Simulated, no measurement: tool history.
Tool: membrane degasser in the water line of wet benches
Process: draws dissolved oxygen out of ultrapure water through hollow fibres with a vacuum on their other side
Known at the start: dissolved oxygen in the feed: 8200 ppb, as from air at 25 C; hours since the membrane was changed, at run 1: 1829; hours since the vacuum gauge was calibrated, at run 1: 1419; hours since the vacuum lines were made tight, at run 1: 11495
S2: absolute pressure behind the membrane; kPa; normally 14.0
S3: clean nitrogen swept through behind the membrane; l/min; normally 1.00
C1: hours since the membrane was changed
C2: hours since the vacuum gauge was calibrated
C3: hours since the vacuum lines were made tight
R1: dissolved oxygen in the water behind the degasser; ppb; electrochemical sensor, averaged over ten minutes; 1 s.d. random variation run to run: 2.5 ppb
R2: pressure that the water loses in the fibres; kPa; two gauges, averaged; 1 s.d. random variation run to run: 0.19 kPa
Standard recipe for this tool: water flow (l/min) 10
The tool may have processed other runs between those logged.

run 1 day=0.000 | water_flow_(l/min)=10 S2=14.0 S3=1.00 | C1=1829 C2=1419 C3=11495 | R1=279.4 R2=38.79
run 2 day=4.054 | water_flow_(l/min)=10 S2=14.0 S3=1.00 | C1=1926 C2=1516 C3=11593 | R1=278.8 R2=38.71
run 3 day=7.700 | water_flow_(l/min)=8 S2=14.0 S3=1.00 | C1=2014 C2=1604 C3=11680 | R1=218.1 R2=30.79
run 4 day=11.142 | water_flow_(l/min)=10 S2=14.0 S3=1.63 | C1=2096 C2=1686 C3=11763 | R1=187.1 R2=38.60
run 5 day=15.483 | water_flow_(l/min)=7 S2=14.0 S3=1.00 | C1=2201 C2=1790 C3=11867 | R1=189.0 R2=27.21
run 6 day=18.504 | water_flow_(l/min)=7 S2=14.0 S3=1.00 | C1=2273 C2=1863 C3=11939 | R1=194.0 R2=27.27
run 7 day=22.458 | water_flow_(l/min)=10 S2=14.0 S3=0.40 | C1=2368 C2=1958 C3=12034 | R1=591.8 R2=38.65
run 8 day=26.467 | water_flow_(l/min)=10 S2=14.0 S3=2.92 | C1=2464 C2=2054 C3=12130 | R1=119.4 R2=38.66
run 9 day=29.554 | water_flow_(l/min)=10 S2=14.0 S3=2.92 | C1=2538 C2=2128 C3=12205 | R1=117.9 R2=38.57
run 10 day=32.812 | water_flow_(l/min)=10 S2=14.0 S3=2.92 | C1=2617 C2=2206 C3=12283 | R1=119.2 R2=38.44
run 11 day=37.183 | water_flow_(l/min)=10 S2=20.4 S3=1.00 | C1=2722 C2=2311 C3=12388 | R1=426.8 R2=38.92
run 12 day=40.850 | water_flow_(l/min)=12 S2=9.7 S3=1.00 | C1=2809 C2=2399 C3=12476 | R1=247.5 R2=46.44
run 13 day=45.575 | water_flow_(l/min)=8 S2=21.4 S3=1.68 | C1=2923 C2=2513 C3=12589 | R1=223.6 R2=31.10
run 14 day=48.688 | water_flow_(l/min)=12 S2=18.1 S3=2.83 | C1=2998 C2=2587 C3=12664 | R1=215.0 R2=46.38
run 15 day=52.262 | water_flow_(l/min)=9 S2=14.4 S3=0.63 | C1=3083 C2=2673 C3=12750 | R1=379.2 R2=34.86
run 16 day=54.612 | water_flow_(l/min)=7 S2=28.3 S3=1.47 | C1=3140 C2=2730 C3=12806 | R1=299.2 R2=27.00
run 17 day=58.671 | water_flow_(l/min)=11 S2=9.7 S3=0.46 | C1=3237 C2=2827 C3=12903 | R1=375.1 R2=42.73
run 18 day=62.671 | water_flow_(l/min)=12 S2=25.1 S3=0.95 | C1=3333 C2=2923 C3=12999 | R1=663.9 R2=46.77
run 19 day=67.758 | water_flow_(l/min)=6 S2=19.9 S3=1.00 | C1=3455 C2=3045 C3=13121 | R1=251.5 R2=23.47
run 20 day=73.071 | water_flow_(l/min)=6 S2=8.5 S3=0.46 | C1=3583 C2=3173 C3=13249 | R1=167.7 R2=23.58

Here are 5 independent what-if runs from the current tool condition. What would each one return?
run A day=75.462 | water_flow_(l/min)=6 S2=33.1 S3=0.46 | C1=3640 C2=3230 C3=13306 | R1=? R2=?
run B day=75.462 | water_flow_(l/min)=9 S2=12.0 S3=0.46 | C1=3640 C2=3230 C3=13306 | R1=? R2=?
run C day=75.462 | water_flow_(l/min)=6 S2=26.8 S3=1.00 | C1=3640 C2=3230 C3=13306 | R1=? R2=?
run D day=75.462 | water_flow_(l/min)=6 S2=8.5 S3=1.00 | C1=3640 C2=3230 C3=13306 | R1=? R2=?
run E day=75.462 | water_flow_(l/min)=10 S2=14.0 S3=2.67 | C1=3640 C2=3230 C3=13306 | R1=? R2=?

run=A R1=861.7 R2=23.26
run=B R1=396.7 R2=35.28
run=C R1=352.4 R2=23.10
run=D R1=83.7 R2=23.40
run=E R1=128.1 R2=38.82
What these runs would have given with no unlogged condition in the tool:
run=A R1=824.0 R2=23.03
run=B R1=384.9 R2=34.93
run=C R1=333.2 R2=22.87
run=D R1=78.4 R2=23.17
run=E R1=122.6 R2=38.43
